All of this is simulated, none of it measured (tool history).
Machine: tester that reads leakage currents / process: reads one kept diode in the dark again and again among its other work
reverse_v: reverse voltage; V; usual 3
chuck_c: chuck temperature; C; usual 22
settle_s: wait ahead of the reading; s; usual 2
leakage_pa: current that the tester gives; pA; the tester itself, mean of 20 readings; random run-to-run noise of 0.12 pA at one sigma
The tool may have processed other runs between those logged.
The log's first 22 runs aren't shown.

| run | hour | reverse_v | chuck_c | settle_s | leakage_pa |
|---|---|---|---|---|---|
| 23 | 3064.7 | 7.43 | 22 | 0.45 | 62.92 |
| 24 | 3204.8 | 2.13 | 36 | 0.45 | 114.15 |
| 25 | 3295.9 | 2.13 | 36 | 2.1 | 115.05 |
| 26 | 3402.1 | 11 | 43 | 4.98 | 418.4 |
| 27 | 3582.1 | 11 | 43 | 4.98 | 426.29 |
| 28 | 3708.8 | 3 | 20 | 6.45 | 35.78 |
|  | 3855.9 | chuck's temperature calibrated |
| 29 | 3865 | 3 | 59 | 7.39 | 756.3 |
| 30 | 3979 | 6.29 | 44 | 0.33 | 341.54 |
| 31 | 4077.5 | 1.7 | 21 | 0.58 | 28.47 |
| 32 | 4201.8 | 1.7 | 21 | 0.58 | 28.6 |
| 33 | 4374.3 | 1.7 | 28 | 0.68 | 53.11 |
| 34 | 4559.3 | 5.98 | 21 | 0.32 | 59.56 |
| 35 | 4690.1 | 12.83 | 42 | 0.32 | 430.93 |
| 36 | 4801.3 | 12.83 | 53 | 3.47 | 976.88 |
| 37 | 4928.3 | 12.83 | 53 | 3.47 | 988.07 |
| 38 | 5027.6 | 12.83 | 53 | 3.47 | 998.78 |

Alternative continuations, all from the tool just after run 38; predict every row:
|  | 5134.9 | chuck's temperature calibrated |
| A | 5163.2 | 2.11 | 48 | 2.61 | ? |
|  | 5134.9 | chuck's temperature calibrated |
| B | 5163.2 | 12.83 | 40 | 0.39 | ? |
|  | 5134.9 | chuck's temperature calibrated |
| C | 5163.2 | 10.17 | 24 | 3.2 | ? |
|  | 5134.9 | chuck's temperature calibrated |
| D | 5163.2 | 3.49 | 22 | 1.75 | ? |

| run | leakage_pa |
|---|---|
| A | 285.76 |
| B | 352.69 |
| C | 92.35 |
| D | 45.07 |
With no hidden state in the tool, these same runs would have given:
| run | leakage_pa |
|---|---|
| A | 282.89 |
| B | 329.28 |
| C | 72.99 |
| D | 38.44 |
